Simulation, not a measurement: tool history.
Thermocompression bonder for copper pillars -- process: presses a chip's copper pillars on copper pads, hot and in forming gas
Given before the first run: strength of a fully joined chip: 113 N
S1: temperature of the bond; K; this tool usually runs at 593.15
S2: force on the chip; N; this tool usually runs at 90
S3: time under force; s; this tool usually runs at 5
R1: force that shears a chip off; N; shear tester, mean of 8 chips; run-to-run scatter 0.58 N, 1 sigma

Run 1, hour 0: usual settings. Result: R1 46.1 N.
At hour 30: heater calibrated with a thermocouple chip.
Run 2, hour 32.6: usual settings but S1 573.15 K. Result: R1 32.5 N.
Run 3, hour 84.5: usual settings. Result: R1 41.4 N.
Run 4, hour 109.3: usual settings. Result: R1 40 N.
Run 5, hour 141.1: usual settings but S1 612.15 K. Result: R1 47.3 N.
At hour 190.9: force cell calibrated.
Run 6, hour 193.4: usual settings. Result: R1 38.4 N.
Run 7, hour 249.1: usual settings. Result: R1 37.5 N.
Run 8, hour 299.5: usual settings but S1 568.15 K, S2 55 N, S3 6 s. Result: R1 21.5 N.
Run 9, hour 352.5: usual settings but S1 568.15 K, S2 55 N, S3 6 s. Result: R1 22.3 N.
At hour 359.8: forming gas filter changed.
Run 10, hour 397: usual settings but S1 568.15 K, S2 55 N, S3 6 s. Result: R1 24.5 N.
Run 11, hour 435.2: usual settings but S1 605.15 K, S2 78 N, S3 3 s. Result: R1 34.6 N.
Run 12, hour 471.6: usual settings but S1 570.15 K, S2 110 N, S3 12 s. Result: R1 53.1 N.

Forecast each of these 5 alternatives for the next run:
Run A, hour 508.9: usual settings but S1 612.15 K, S2 79 N, S3 4 s. Result: R1 ?.
Run B, hour 508.9: usual settings but S1 604.15 K, S2 77 N, S3 12 s. Result: R1 ?.
Run C, hour 508.9: usual settings but S1 570.15 K, S2 110 N, S3 3 s. Result: R1 ?.
Run D, hour 508.9: usual settings but S1 591.15 K, S2 110 N, S3 12 s. Result: R1 ?.
Run E, hour 508.9: usual settings but S1 589.15 K. Result: R1 ?.

run    R1
  A  42.1
  B  58.4
  C    30
  D  62.9
  E  39.4
Without the tool's hidden state the same runs would have given:
run    R1
  A    42
  B  58.5
  C  29.7
  D  63.1
  E  39.3

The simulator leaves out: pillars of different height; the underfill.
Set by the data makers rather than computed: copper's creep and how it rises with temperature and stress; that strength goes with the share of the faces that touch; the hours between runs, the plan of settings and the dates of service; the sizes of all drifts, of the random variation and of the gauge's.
